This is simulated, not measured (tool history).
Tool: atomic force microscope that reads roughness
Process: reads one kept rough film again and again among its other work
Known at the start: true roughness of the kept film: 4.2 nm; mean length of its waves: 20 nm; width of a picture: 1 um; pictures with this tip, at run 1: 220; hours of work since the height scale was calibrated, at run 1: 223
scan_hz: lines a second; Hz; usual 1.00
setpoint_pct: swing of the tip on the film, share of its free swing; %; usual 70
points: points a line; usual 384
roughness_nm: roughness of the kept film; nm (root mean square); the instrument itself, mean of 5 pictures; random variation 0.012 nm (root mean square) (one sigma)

| run | hour | scan_hz | setpoint_pct | points | pictures with this tip | hours of work since the height scale was calibrated | roughness_nm |
|---|---|---|---|---|---|---|---|
| 1 | 0.0 | 1.00 | 70 | 384 | 220 | 223 | 1.650 |
| 2 | 17.2 | 1.00 | 70 | 384 | 254 | 236 | 1.555 |
| 3 | 29.7 | 1.00 | 70 | 384 | 279 | 244 | 1.492 |
| 4 | 41.9 | 1.00 | 70 | 384 | 303 | 253 | 1.431 |
| 5 | 49.5 | 2.74 | 70 | 384 | 318 | 258 | 1.308 |
|  | 59.7 | new tip fitted |
| 6 | 63.6 | 2.74 | 70 | 384 | 8 | 268 | 2.460 |
| 7 | 72.5 | 1.00 | 59 | 384 | 25 | 274 | 2.603 |
| 8 | 81.9 | 1.00 | 59 | 384 | 44 | 281 | 2.500 |
| 9 | 91.5 | 1.00 | 59 | 384 | 63 | 287 | 2.357 |
| 10 | 102.7 | 1.00 | 70 | 384 | 86 | 295 | 2.176 |
| 11 | 114.2 | 2.61 | 70 | 384 | 109 | 303 | 1.922 |
| 12 | 127.4 | 1.00 | 70 | 658 | 135 | 313 | 1.985 |
| 13 | 142.5 | 2.69 | 70 | 334 | 165 | 323 | 1.698 |

The next listed run, before its measurement:
| 14 | 150.9 | 0.50 | 55 | 656 | 182 | 329 | ? |

Run 14 gave roughness_nm 1.895 nm (root mean square).
Without the tool's hidden state the same run would have given roughness_nm 2.953 nm (root mean square).

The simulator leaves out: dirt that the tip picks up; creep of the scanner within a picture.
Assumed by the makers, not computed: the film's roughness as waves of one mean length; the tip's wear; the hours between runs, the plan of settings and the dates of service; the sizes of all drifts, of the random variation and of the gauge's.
